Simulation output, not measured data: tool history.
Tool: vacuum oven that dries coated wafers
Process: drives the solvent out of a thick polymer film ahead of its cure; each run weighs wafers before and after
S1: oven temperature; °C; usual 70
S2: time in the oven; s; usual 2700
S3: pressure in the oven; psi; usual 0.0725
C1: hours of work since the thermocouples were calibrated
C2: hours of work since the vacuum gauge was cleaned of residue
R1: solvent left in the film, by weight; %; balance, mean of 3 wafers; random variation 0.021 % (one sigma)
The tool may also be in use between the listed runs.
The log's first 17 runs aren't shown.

| run | hour | S1 | S2 | S3 | C1 | C2 | R1 |
|---|---|---|---|---|---|---|---|
| 18 | 764.2 | 70 | 2280 | 0.0725 | 580 | 2300 | 3.42 |
| 19 | 806 | 60 | 2700 | 0.0725 | 612 | 2332 | 4.66 |
| 20 | 855.4 | 60 | 2700 | 0.0725 | 650 | 2370 | 4.58 |
| 21 | 892.3 | 55 | 1860 | 0.0725 | 678 | 2398 | 6.86 |
| 22 | 919.1 | 70 | 2700 | 0.1755 | 699 | 2419 | 2.96 |
| 23 | 954.6 | 59 | 3480 | 0.2103 | 726 | 2446 | 4.17 |
| 24 | 998.1 | 59 | 3480 | 0.2103 | 759 | 2479 | 4.21 |
| 25 | 1035.4 | 63 | 2640 | 0.0379 | 788 | 2508 | 4.08 |
| 26 | 1079.8 | 76 | 3360 | 0.0587 | 822 | 2542 | 1.21 |
| 27 | 1105.4 | 70 | 2700 | 0.1533 | 842 | 2561 | 2.93 |

Forecast run 28:
| 28 | 1156.2 | 77 | 3000 | 0.0725 | 881 | 2600 | ? |

Run 28 gave R1 1.46 %.
Without the tool's hidden state the same run would have given R1 1.47 %.

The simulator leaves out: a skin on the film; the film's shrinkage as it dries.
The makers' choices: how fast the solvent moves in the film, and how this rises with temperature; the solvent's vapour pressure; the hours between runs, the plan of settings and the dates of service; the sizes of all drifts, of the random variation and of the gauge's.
